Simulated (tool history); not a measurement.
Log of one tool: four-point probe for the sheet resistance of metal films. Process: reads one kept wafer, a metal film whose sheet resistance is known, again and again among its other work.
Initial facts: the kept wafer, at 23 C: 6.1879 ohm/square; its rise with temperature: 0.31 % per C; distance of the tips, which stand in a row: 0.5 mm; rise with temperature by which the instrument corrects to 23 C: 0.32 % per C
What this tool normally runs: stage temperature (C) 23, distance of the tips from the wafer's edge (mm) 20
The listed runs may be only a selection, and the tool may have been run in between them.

| run | hour | stage temperature (C) | distance of the tips from the wafer's edge (mm) | sheet resistance as the instrument gives it (ohm/square) |
|---|---|---|---|---|
| 1 | 0 | 23 | 20 | 6.187985 |
| 2 | 14.7 | 23 | 20 | 6.191803 |
| 3 | 48.1 | 23 | 20 | 6.190608 |
| 4 | 73.2 | 23 | 20 | 6.189691 |
| 5 | 90.9 | 23 | 20 | 6.187707 |
| 6 | 121 | 23 | 4 | 6.237345 |
| 7 | 135.4 | 23 | 4 | 6.24001 |
| 8 | 168.2 | 23 | 4 | 6.240093 |
| 9 | 185.2 | 19 | 27 | 6.191348 |
| 10 | 207.4 | 30 | 30 | 6.185411 |
| 11 | 227.3 | 31 | 5 | 6.219152 |
| 12 | 248.4 | 20 | 7 | 6.205255 |
| 13 | 269.1 | 28 | 20 | 6.187773 |
| 14 | 298.9 | 25 | 38 | 6.186377 |

5 ways to go on from here, each from the tool as it stands after run 14. What would each give?
| A | 315.2 | 25 | 9 | ? |
| B | 315.2 | 18 | 20 | ? |
| C | 315.2 | 23 | 14 | ? |
| D | 315.2 | 28 | 38 | ? |
| E | 315.2 | 18 | 4 | ? |

| run | sheet resistance as the instrument gives it (ohm/square) |
|---|---|
| A | 6.19666 |
| B | 6.193807 |
| C | 6.191583 |
| D | 6.187924 |
| E | 6.243674 |
Without the tool's hidden state the same runs would have given:
| run | sheet resistance as the instrument gives it (ohm/square) |
|---|---|
| A | 6.196685 |
| B | 6.193837 |
| C | 6.191609 |
| D | 6.187948 |
| E | 6.243704 |

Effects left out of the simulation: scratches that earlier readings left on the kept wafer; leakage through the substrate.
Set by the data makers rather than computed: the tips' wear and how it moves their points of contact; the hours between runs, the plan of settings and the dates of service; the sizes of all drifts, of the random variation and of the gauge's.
